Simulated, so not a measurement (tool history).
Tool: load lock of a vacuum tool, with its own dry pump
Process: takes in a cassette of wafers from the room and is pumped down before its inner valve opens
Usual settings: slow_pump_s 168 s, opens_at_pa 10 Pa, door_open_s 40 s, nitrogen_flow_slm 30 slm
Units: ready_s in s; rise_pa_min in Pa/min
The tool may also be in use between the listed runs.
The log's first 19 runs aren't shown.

run	hour	slow_pump_s	opens_at_pa	door_open_s	nitrogen_flow_slm	hours that the pump has run since its overhaul	times that the door has closed on its seal	incoming humidity of the room's air, %	ready_s	rise_pa_min
20	1279	137	9	150	18	1365	9511	43.9	258.5	0.234
21	1371.9	137	9	150	18	1458	9709	43	261	0.244
22	1414.1	148	16	192	21	1500	9799	43.8	261.4	0.252
23	1460.5	148	9	192	29	1547	9898	46.9	270.6	0.255
24	1506.4	148	9	192	29	1593	9995	48	270.4	0.255
25	1565.4	148	9	136	21	1652	10121	43.1	271.2	0.248
26	1650.8	253	10	103	4	1737	10302	47.5	357.4	0.269
27	1751.2	253	10	204	4	1837	10516	47.9	357.7	0.334
28	1832.3	253	10	204	4	1918	10689	48.1	357	0.336
29	1890.2	253	10	204	4	1976	10812	43.8	357	0.33
30	1940.1	253	10	204	4	2026	10918	42.2	356.7	0.32
31	2029.2	253	10	204	4	2115	11108	44.4	358	0.341
32	2087.4	301	10	40	30	2174	11231	44.2	398	0.253
33	2143	269	10	225	30	2229	11350	45.7	371.2	0.294
34	2192.4	269	10	225	30	2279	11455	41.7	371.9	0.291
35	2261.1	154	10	40	40	2347	11601	45.8	274.2	0.266
36	2352.6	276	13	123	17	2439	11796	43.9	373.8	0.292

Forecast each of these 3 alternatives for the next run:
A	2442.7	276	11	110	17	2529	11988	47.8	?	?
B	2442.7	276	13	185	17	2529	11988	43.1	?	?
C	2442.7	276	13	123	13	2529	11988	44.4	?	?

run	ready_s	rise_pa_min
A	376.9	0.308
B	373.1	0.329
C	373.7	0.315
Without the tool's hidden state the same runs would have given:
run	ready_s	rise_pa_min
A	374.4	0.062
B	371	0.078
C	371.6	0.065

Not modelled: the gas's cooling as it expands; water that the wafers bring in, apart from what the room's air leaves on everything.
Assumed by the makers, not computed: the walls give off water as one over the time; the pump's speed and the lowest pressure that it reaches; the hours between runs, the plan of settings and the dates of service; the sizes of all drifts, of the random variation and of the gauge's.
